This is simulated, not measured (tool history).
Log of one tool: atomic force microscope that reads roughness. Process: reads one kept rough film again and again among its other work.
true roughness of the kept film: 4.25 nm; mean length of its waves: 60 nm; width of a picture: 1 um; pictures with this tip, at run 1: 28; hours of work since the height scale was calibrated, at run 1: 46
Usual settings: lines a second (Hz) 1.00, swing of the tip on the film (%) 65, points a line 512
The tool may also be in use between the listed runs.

| run | hour | lines a second (Hz) | swing of the tip on the film (%) | points a line | pictures with this tip | hours of work since the height scale was calibrated | roughness of the kept film (nm (root mean square)) |
|---|---|---|---|---|---|---|---|
| 1 | 0.0 | 1.00 | 65 | 512 | 28 | 46 | 3.996 |
| 2 | 9.2 | 1.00 | 65 | 512 | 44 | 52 | 4.014 |
| 3 | 17.0 | 1.00 | 65 | 512 | 58 | 57 | 3.987 |
| 4 | 26.1 | 1.00 | 65 | 512 | 74 | 62 | 3.969 |
| 5 | 34.1 | 1.00 | 65 | 512 | 88 | 67 | 4.003 |
| 6 | 39.6 | 1.00 | 65 | 512 | 98 | 71 | 3.997 |
| 7 | 45.5 | 1.00 | 65 | 512 | 108 | 74 | 3.979 |
| 8 | 49.9 | 1.00 | 65 | 512 | 116 | 77 | 3.955 |
|  | 57.8 | new tip fitted |
| 9 | 58.2 | 1.00 | 65 | 512 | 0 | 82 | 3.981 |
| 10 | 64.5 | 1.00 | 65 | 512 | 12 | 86 | 3.993 |
| 11 | 71.9 | 1.00 | 65 | 512 | 25 | 90 | 4.017 |
| 12 | 77.9 | 1.00 | 65 | 512 | 35 | 94 | 3.988 |
| 13 | 86.1 | 1.00 | 88 | 386 | 49 | 99 | 3.748 |
| 14 | 93.1 | 3.20 | 79 | 274 | 62 | 103 | 3.439 |
| 15 | 101.1 | 2.33 | 59 | 996 | 76 | 108 | 3.940 |
| 16 | 108.0 | 1.00 | 60 | 512 | 88 | 113 | 4.031 |
| 17 | 111.7 | 1.00 | 60 | 512 | 95 | 115 | 4.033 |
| 18 | 120.3 | 1.00 | 58 | 512 | 109 | 120 | 4.006 |
| 19 | 127.4 | 3.44 | 58 | 457 | 122 | 125 | 3.838 |
|  | 132.0 | new tip fitted |
| 20 | 134.1 | 3.44 | 58 | 457 | 4 | 129 | 3.907 |
| 21 | 142.7 | 0.93 | 89 | 285 | 19 | 134 | 3.765 |
| 22 | 147.4 | 0.93 | 89 | 285 | 27 | 137 | 3.737 |
| 23 | 152.6 | 0.93 | 89 | 285 | 36 | 140 | 3.750 |

Forecast each of these 4 alternatives for the next run:
| A | 159.1 | 0.99 | 89 | 697 | 48 | 144 | ? |
| B | 159.1 | 1.68 | 73 | 454 | 48 | 144 | ? |
| C | 159.1 | 2.29 | 65 | 512 | 48 | 144 | ? |
| D | 159.1 | 1.77 | 57 | 512 | 48 | 144 | ? |

| run | roughness of the kept film (nm (root mean square)) |
|---|---|
| A | 3.758 |
| B | 3.846 |
| C | 3.874 |
| D | 3.974 |
Without the tool's hidden state the same runs would have given:
| run | roughness of the kept film (nm (root mean square)) |
|---|---|
| A | 3.763 |
| B | 3.851 |
| C | 3.879 |
| D | 3.980 |

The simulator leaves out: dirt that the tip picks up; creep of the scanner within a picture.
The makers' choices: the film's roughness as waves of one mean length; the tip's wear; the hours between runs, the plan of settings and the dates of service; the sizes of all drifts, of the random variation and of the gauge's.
